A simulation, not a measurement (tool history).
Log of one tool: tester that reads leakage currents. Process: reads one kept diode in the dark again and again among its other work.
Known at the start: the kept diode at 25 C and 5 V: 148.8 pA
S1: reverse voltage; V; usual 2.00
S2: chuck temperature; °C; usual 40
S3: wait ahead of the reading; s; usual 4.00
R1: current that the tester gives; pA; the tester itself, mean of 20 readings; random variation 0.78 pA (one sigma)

{"run": 1, "hour": 0.0, "S1": 2.0, "S2": 40, "S3": 4.0, "R1": 292.28}
{"run": 2, "hour": 47.2, "S1": 3.21, "S2": 40, "S3": 4.0, "R1": 387.79}
{"run": 3, "hour": 91.1, "S1": 3.21, "S2": 40, "S3": 4.0, "R1": 389.79}
{"run": 4, "hour": 115.3, "S1": 3.21, "S2": 40, "S3": 4.0, "R1": 388.91}
{"hour": 134.8, "done": "chuck's temperature calibrated"}
{"run": 5, "hour": 140.4, "S1": 1.01, "S2": 40, "S3": 4.0, "R1": 172.92}
{"run": 6, "hour": 176.7, "S1": 1.01, "S2": 40, "S3": 4.0, "R1": 173.23}
{"run": 7, "hour": 226.9, "S1": 1.01, "S2": 40, "S3": 0.72, "R1": 174.42}
{"run": 8, "hour": 258.2, "S1": 2.0, "S2": 40, "S3": 5.19, "R1": 262.33}
{"run": 9, "hour": 294.5, "S1": 2.0, "S2": 37, "S3": 4.0, "R1": 212.59}
{"run": 10, "hour": 322.0, "S1": 2.0, "S2": 37, "S3": 4.0, "R1": 211.63}
{"run": 11, "hour": 349.1, "S1": 2.0, "S2": 37, "S3": 4.0, "R1": 212.16}
{"run": 12, "hour": 378.8, "S1": 2.0, "S2": 37, "S3": 4.0, "R1": 213.16}
{"run": 13, "hour": 428.1, "S1": 2.0, "S2": 37, "S3": 4.0, "R1": 212.86}
{"run": 14, "hour": 451.7, "S1": 2.0, "S2": 37, "S3": 4.0, "R1": 213.9}
{"run": 15, "hour": 474.3, "S1": 2.0, "S2": 37, "S3": 4.0, "R1": 213.47}
{"run": 16, "hour": 517.1, "S1": 2.0, "S2": 40, "S3": 3.81, "R1": 264.85}
{"run": 17, "hour": 568.0, "S1": 2.0, "S2": 40, "S3": 4.0, "R1": 264.89}
{"run": 18, "hour": 601.1, "S1": 2.0, "S2": 40, "S3": 4.0, "R1": 265.33}
{"run": 19, "hour": 623.8, "S1": 2.0, "S2": 40, "S3": 4.0, "R1": 265.06}
{"run": 20, "hour": 665.3, "S1": 3.63, "S2": 40, "S3": 4.0, "R1": 381.39}
{"run": 21, "hour": 712.7, "S1": 10.61, "S2": 40, "S3": 1.16, "R1": 723.5}
{"run": 22, "hour": 748.3, "S1": 8.68, "S2": 34, "S3": 3.86, "R1": 418.81}
{"run": 23, "hour": 778.0, "S1": 1.18, "S2": 37, "S3": 8.53, "R1": 157.98}
{"run": 24, "hour": 823.5, "S1": 2.0, "S2": 37, "S3": 0.84, "R1": 215.87}
{"run": 25, "hour": 868.8, "S1": 1.83, "S2": 24, "S3": 8.12, "R1": 78.01}
{"run": 26, "hour": 915.0, "S1": 2.46, "S2": 49, "S3": 8.12, "R1": 558.56}
{"run": 27, "hour": 961.0, "S1": 3.48, "S2": 22, "S3": 0.61, "R1": 99.23}
{"run": 28, "hour": 1010.2, "S1": 2.31, "S2": 41, "S3": 0.48, "R1": 315.88}
{"run": 29, "hour": 1050.0, "S1": 2.0, "S2": 20, "S3": 4.0, "R1": 60.82}
{"run": 30, "hour": 1100.2, "S1": 2.0, "S2": 20, "S3": 4.0, "R1": 61.05}
{"run": 31, "hour": 1123.7, "S1": 2.0, "S2": 29, "S3": 4.0, "R1": 122.09}
{"run": 32, "hour": 1161.9, "S1": 7.49, "S2": 53, "S3": 9.29, "R1": 1432.67}
{"run": 33, "hour": 1187.1, "S1": 7.49, "S2": 53, "S3": 9.29, "R1": 1431.22}
{"run": 34, "hour": 1228.0, "S1": 2.0, "S2": 40, "S3": 1.37, "R1": 271.54}
{"run": 35, "hour": 1259.6, "S1": 3.52, "S2": 40, "S3": 4.0, "R1": 382.43}
{"run": 36, "hour": 1292.2, "S1": 2.0, "S2": 24, "S3": 0.7, "R1": 84.41}
{"run": 37, "hour": 1341.4, "S1": 2.0, "S2": 24, "S3": 0.7, "R1": 84.59}
{"run": 38, "hour": 1384.5, "S1": 5.31, "S2": 38, "S3": 0.97, "R1": 426.06}
{"run": 39, "hour": 1434.9, "S1": 1.38, "S2": 38, "S3": 7.31, "R1": 190.59}

5 ways to go on from here, each from the tool as it stands after run 39. What would each give?
{"run": "A", "hour": 1466.8, "S1": 3.22, "S2": 55, "S3": 7.31, "R1": "?"}
{"run": "B", "hour": 1466.8, "S1": 1.84, "S2": 38, "S3": 2.27, "R1": "?"}
{"run": "C", "hour": 1466.8, "S1": 8.39, "S2": 35, "S3": 0.6, "R1": "?"}
{"run": "D", "hour": 1466.8, "S1": 1.38, "S2": 44, "S3": 5.89, "R1": "?"}
{"run": "E", "hour": 1466.8, "S1": 15.59, "S2": 28, "S3": 2.94, "R1": "?"}

run=A R1=986.31
run=B R1=226.05
run=C R1=454.46
run=D R1=289.39
run=E R1=392.72
Without the tool's hidden state the same runs would have given:
run=A R1=943.00
run=B R1=214.78
run=C R1=430.72
run=D R1=275.66
run=E R1=369.93

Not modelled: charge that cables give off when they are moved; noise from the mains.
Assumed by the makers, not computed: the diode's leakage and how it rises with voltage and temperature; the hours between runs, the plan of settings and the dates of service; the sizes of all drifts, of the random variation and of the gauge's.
